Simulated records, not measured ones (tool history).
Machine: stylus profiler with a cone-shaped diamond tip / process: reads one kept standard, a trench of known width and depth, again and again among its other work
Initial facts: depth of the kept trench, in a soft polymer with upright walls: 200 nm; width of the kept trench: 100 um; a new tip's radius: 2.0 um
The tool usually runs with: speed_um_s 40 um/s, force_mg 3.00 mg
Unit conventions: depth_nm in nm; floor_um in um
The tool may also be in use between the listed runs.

{"run": 1, "hour": 0.0, "speed_um_s": 40, "force_mg": 3.0, "depth_nm": 201.22, "floor_um": 97.7}
{"run": 2, "hour": 25.1, "speed_um_s": 40, "force_mg": 3.0, "depth_nm": 201.28, "floor_um": 97.72}
{"run": 3, "hour": 77.4, "speed_um_s": 40, "force_mg": 3.0, "depth_nm": 201.24, "floor_um": 97.64}
{"run": 4, "hour": 111.2, "speed_um_s": 40, "force_mg": 3.0, "depth_nm": 201.22, "floor_um": 97.71}
{"run": 5, "hour": 139.2, "speed_um_s": 40, "force_mg": 3.0, "depth_nm": 201.2, "floor_um": 97.72}
{"run": 6, "hour": 169.9, "speed_um_s": 40, "force_mg": 3.0, "depth_nm": 201.28, "floor_um": 97.71}
{"run": 7, "hour": 210.7, "speed_um_s": 40, "force_mg": 3.0, "depth_nm": 201.2, "floor_um": 97.67}
{"run": 8, "hour": 249.8, "speed_um_s": 40, "force_mg": 3.0, "depth_nm": 201.19, "floor_um": 97.67}
{"run": 9, "hour": 306.6, "speed_um_s": 40, "force_mg": 3.0, "depth_nm": 201.19, "floor_um": 97.65}
{"hour": 312.2, "done": "height scale calibrated on a step standard"}
{"run": 10, "hour": 338.2, "speed_um_s": 40, "force_mg": 3.0, "depth_nm": 201.19, "floor_um": 97.64}
{"run": 11, "hour": 392.2, "speed_um_s": 40, "force_mg": 3.0, "depth_nm": 201.13, "floor_um": 97.62}
{"run": 12, "hour": 429.2, "speed_um_s": 40, "force_mg": 5.62, "depth_nm": 201.83, "floor_um": 97.71}
{"run": 13, "hour": 482.1, "speed_um_s": 40, "force_mg": 5.62, "depth_nm": 201.87, "floor_um": 97.69}
{"run": 14, "hour": 525.7, "speed_um_s": 40, "force_mg": 5.62, "depth_nm": 201.82, "floor_um": 97.63}
{"run": 15, "hour": 552.5, "speed_um_s": 118, "force_mg": 4.16, "depth_nm": 201.52, "floor_um": 97.36}
{"run": 16, "hour": 603.4, "speed_um_s": 84, "force_mg": 6.18, "depth_nm": 201.95, "floor_um": 97.55}
{"hour": 628.5, "done": "height scale calibrated on a step standard, once more"}
{"run": 17, "hour": 634.4, "speed_um_s": 26, "force_mg": 1.15, "depth_nm": 200.65, "floor_um": 97.57}
{"run": 18, "hour": 681.3, "speed_um_s": 26, "force_mg": 1.15, "depth_nm": 200.63, "floor_um": 97.6}
{"run": 19, "hour": 708.7, "speed_um_s": 26, "force_mg": 1.15, "depth_nm": 200.63, "floor_um": 97.57}
{"run": 20, "hour": 762.9, "speed_um_s": 60, "force_mg": 6.83, "depth_nm": 202.24, "floor_um": 97.61}
{"run": 21, "hour": 788.5, "speed_um_s": 107, "force_mg": 4.16, "depth_nm": 201.6, "floor_um": 97.4}
{"run": 22, "hour": 816.8, "speed_um_s": 32, "force_mg": 3.63, "depth_nm": 201.45, "floor_um": 97.65}
{"run": 23, "hour": 866.4, "speed_um_s": 12, "force_mg": 1.04, "depth_nm": 200.49, "floor_um": 97.58}
{"run": 24, "hour": 916.3, "speed_um_s": 12, "force_mg": 1.04, "depth_nm": 200.53, "floor_um": 97.69}
{"run": 25, "hour": 969.7, "speed_um_s": 12, "force_mg": 8.39, "depth_nm": 202.6, "floor_um": 97.7}
{"run": 26, "hour": 1026.7, "speed_um_s": 12, "force_mg": 8.39, "depth_nm": 202.52, "floor_um": 97.67}
{"run": 27, "hour": 1073.2, "speed_um_s": 12, "force_mg": 8.39, "depth_nm": 202.5, "floor_um": 97.65}
{"run": 28, "hour": 1114.3, "speed_um_s": 28, "force_mg": 5.93, "depth_nm": 201.99, "floor_um": 97.55}

Below, each run's measurement less what the same run would have read without the hidden state. Both values contain the same run-to-run variation, but the gauge's scatter may not be the same in both:
The tool's hidden condition here consists of: radius of the tip, um; height scale over the true one, %; drift of the gauge itself on depth_nm, %; drift of the gauge itself on floor_um, %.
run=1 depth_nm=-0.07 floor_um=-0.39
run=2 depth_nm=-0.08 floor_um=-0.40
run=3 depth_nm=-0.09 floor_um=-0.41
run=4 depth_nm=-0.10 floor_um=-0.41
run=5 depth_nm=-0.11 floor_um=-0.42
run=6 depth_nm=-0.11 floor_um=-0.42
run=7 depth_nm=-0.12 floor_um=-0.44
run=8 depth_nm=-0.13 floor_um=-0.43
run=9 depth_nm=-0.15 floor_um=-0.45
run=10 depth_nm=-0.17 floor_um=-0.45
run=11 depth_nm=-0.19 floor_um=-0.46
run=12 depth_nm=-0.20 floor_um=-0.46
run=13 depth_nm=-0.21 floor_um=-0.47
run=14 depth_nm=-0.22 floor_um=-0.48
run=15 depth_nm=-0.23 floor_um=-0.49
run=16 depth_nm=-0.24 floor_um=-0.50
run=17 depth_nm=-0.07 floor_um=-0.50
run=18 depth_nm=-0.08 floor_um=-0.51
run=19 depth_nm=-0.08 floor_um=-0.52
run=20 depth_nm=-0.10 floor_um=-0.52
run=21 depth_nm=-0.11 floor_um=-0.53
run=22 depth_nm=-0.11 floor_um=-0.53
run=23 depth_nm=-0.13 floor_um=-0.54
run=24 depth_nm=-0.14 floor_um=-0.55
run=25 depth_nm=-0.16 floor_um=-0.56
run=26 depth_nm=-0.16 floor_um=-0.57
run=27 depth_nm=-0.18 floor_um=-0.57
run=28 depth_nm=-0.18 floor_um=-0.58
